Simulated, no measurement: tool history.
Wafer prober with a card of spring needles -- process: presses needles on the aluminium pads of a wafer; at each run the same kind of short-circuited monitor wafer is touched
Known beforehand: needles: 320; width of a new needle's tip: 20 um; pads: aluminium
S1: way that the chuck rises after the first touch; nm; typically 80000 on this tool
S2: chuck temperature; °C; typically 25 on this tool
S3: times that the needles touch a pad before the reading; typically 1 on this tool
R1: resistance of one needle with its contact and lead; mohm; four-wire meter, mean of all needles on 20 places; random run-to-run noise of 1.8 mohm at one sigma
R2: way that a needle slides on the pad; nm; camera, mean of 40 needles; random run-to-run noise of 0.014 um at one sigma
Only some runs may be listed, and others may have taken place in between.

run 1 hour=0 | S1=80000 S2=25 S3=1 | R1=237 R2=15920
-- hour=11.7 tips cleaned on abrasive film
run 2 hour=21.1 | S1=80000 S2=25 S3=1 | R1=228 R2=15880
-- hour=36.5 tips cleaned on abrasive film
run 3 hour=38.1 | S1=80000 S2=25 S3=1 | R1=200 R2=15870
run 4 hour=54.7 | S1=80000 S2=25 S3=2 | R1=222 R2=15890
-- hour=61.7 tips cleaned on abrasive film
run 5 hour=73.8 | S1=80000 S2=117 S3=2 | R1=234 R2=15870
run 6 hour=83 | S1=80000 S2=117 S3=2 | R1=234 R2=15880
-- hour=86.5 tips cleaned on abrasive film
-- hour=86.8 height of the first contact set anew
run 7 hour=94.3 | S1=77000 S2=25 S3=1 | R1=228 R2=15340
-- hour=110.9 tips cleaned on abrasive film
run 8 hour=110.9 | S1=80000 S2=25 S3=1 | R1=186 R2=15930
run 9 hour=122.5 | S1=80000 S2=25 S3=1 | R1=235 R2=15940
-- hour=135.2 tips cleaned on abrasive film
run 10 hour=135.3 | S1=80000 S2=31 S3=1 | R1=192 R2=15940
run 11 hour=147.8 | S1=60000 S2=83 S3=2 | R1=247 R2=11950
-- hour=160.8 tips cleaned on abrasive film
run 12 hour=166.8 | S1=60000 S2=83 S3=2 | R1=231 R2=11950
run 13 hour=183.3 | S1=80000 S2=38 S3=3 | R1=207 R2=15900
-- hour=185.3 tips cleaned on abrasive film
run 14 hour=198.9 | S1=81000 S2=35 S3=2 | R1=218 R2=16080
-- hour=209.8 tips cleaned on abrasive film
run 15 hour=218.9 | S1=76000 S2=26 S3=1 | R1=235 R2=15120
run 16 hour=228.4 | S1=80000 S2=25 S3=3 | R1=206 R2=15880
-- hour=234 tips cleaned on abrasive film
run 17 hour=243.6 | S1=63000 S2=37 S3=3 | R1=213 R2=12470
run 18 hour=256.1 | S1=63000 S2=37 S3=3 | R1=225 R2=12490

Below are 4 alternative next runs, each starting from the tool's condition after run 18. Predict each:
-- hour=258.2 tips cleaned on abrasive film
-- hour=268.6 height of the first contact set anew
run A hour=274.6 | S1=98000 S2=25 S3=2 | R1=? R2=?
-- hour=258.2 tips cleaned on abrasive film
-- hour=268.6 height of the first contact set anew
run B hour=274.6 | S1=80000 S2=25 S3=3 | R1=? R2=?
-- hour=258.2 tips cleaned on abrasive film
-- hour=268.6 height of the first contact set anew
run C hour=274.6 | S1=66000 S2=46 S3=2 | R1=? R2=?
-- hour=258.2 tips cleaned on abrasive film
-- hour=268.6 height of the first contact set anew
run D hour=274.6 | S1=78000 S2=90 S3=1 | R1=? R2=?

run=A R1=206 R2=19540
run=B R1=204 R2=15950
run=C R1=237 R2=13150
run=D R1=251 R2=15560
What these runs would have given with no unlogged condition in the tool:
run=A R1=180 R2=19540
run=B R1=183 R2=15950
run=C R1=190 R2=13150
run=D R1=196 R2=15560
